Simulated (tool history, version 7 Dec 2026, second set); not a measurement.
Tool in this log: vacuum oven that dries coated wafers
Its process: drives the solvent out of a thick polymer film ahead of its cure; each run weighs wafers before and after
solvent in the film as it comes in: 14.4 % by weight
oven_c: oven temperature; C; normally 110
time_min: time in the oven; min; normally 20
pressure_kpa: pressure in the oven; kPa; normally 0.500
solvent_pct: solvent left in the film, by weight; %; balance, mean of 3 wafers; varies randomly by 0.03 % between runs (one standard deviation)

run,hour,oven_c,time_min,pressure_kpa,solvent_pct
1,0.0,110,20,0.500,1.23
2,80.1,110,20,0.306,1.14
3,159.6,110,20,0.306,1.15
4,265.0,110,20,0.306,1.18
5,341.0,110,20,1.645,1.79
6,444.2,110,11,0.500,3.19
7,532.1,110,20,0.344,1.22
8,602.6,110,20,0.500,1.32
9,711.1,110,20,0.500,1.27
10,794.9,109,34,0.500,0.52
# hour 848.0: oven's thermocouples calibrated
11,849.0,111,13,0.602,2.49
12,904.9,111,13,0.602,2.45
13,958.2,111,13,0.602,2.37
14,1069.0,111,13,0.602,2.50
15,1170.6,111,13,0.602,2.49
16,1250.5,122,14,0.878,1.00

Alternative continuations, all from the tool just after run 16; predict every row:
A,1305.3,96,32,1.987,?
B,1305.3,105,15,0.878,?
C,1305.3,118,14,0.878,?

run,solvent_pct
A,3.13
B,3.11
C,1.37
What these runs would have given with no unlogged condition in the tool:
run,solvent_pct
A,3.04
B,3.11
C,1.35
